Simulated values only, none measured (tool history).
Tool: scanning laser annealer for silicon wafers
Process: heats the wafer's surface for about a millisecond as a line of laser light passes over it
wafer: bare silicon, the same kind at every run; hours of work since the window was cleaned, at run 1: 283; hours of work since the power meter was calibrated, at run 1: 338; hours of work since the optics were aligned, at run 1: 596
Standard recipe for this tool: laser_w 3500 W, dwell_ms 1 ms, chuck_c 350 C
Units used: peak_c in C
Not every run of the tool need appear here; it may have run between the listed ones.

run   hour  laser_w  dwell_ms  chuck_c  hours of work since the window was cleaned  hours of work since the power meter was calibrated  hours of work since the optics were aligned  peak_c
  1      0     3500         1      350                                         283                                                 338                                          596    1128
  2   73.9     3500         1      350                                         313                                                 368                                          626    1129
  3  128.1     3500         1      350                                         334                                                 390                                          648    1130
  4  185.6     3500         1      350                                         358                                                 413                                          671    1134
  5  242.1     3500         1      350                                         380                                                 436                                          694    1131
  6  287.6     3500         1      350                                         399                                                 454                                          712    1129
  7  335.6     3500         1      350                                         418                                                 473                                          731    1132
  8  372.6     3356      0.71      324                                         433                                                 488                                          746     950
     399.6  -- window over the wafer cleaned
  9  437.1     2992      0.98      345                                          15                                                 513                                          771     979
 10  499.5     3000      0.98      311                                          40                                                 538                                          796     949
 11  548.2     3000      0.98      311                                          60                                                 558                                          816     950

Entry by entry between the runs, the difference in hidden state between the last listed run before and the first listed run after:
Run 8 -> run 9: window over the wafer cleaned (hour 399.6)
  light that passes the window, % of a clean one's: 99.82 -> 99.99

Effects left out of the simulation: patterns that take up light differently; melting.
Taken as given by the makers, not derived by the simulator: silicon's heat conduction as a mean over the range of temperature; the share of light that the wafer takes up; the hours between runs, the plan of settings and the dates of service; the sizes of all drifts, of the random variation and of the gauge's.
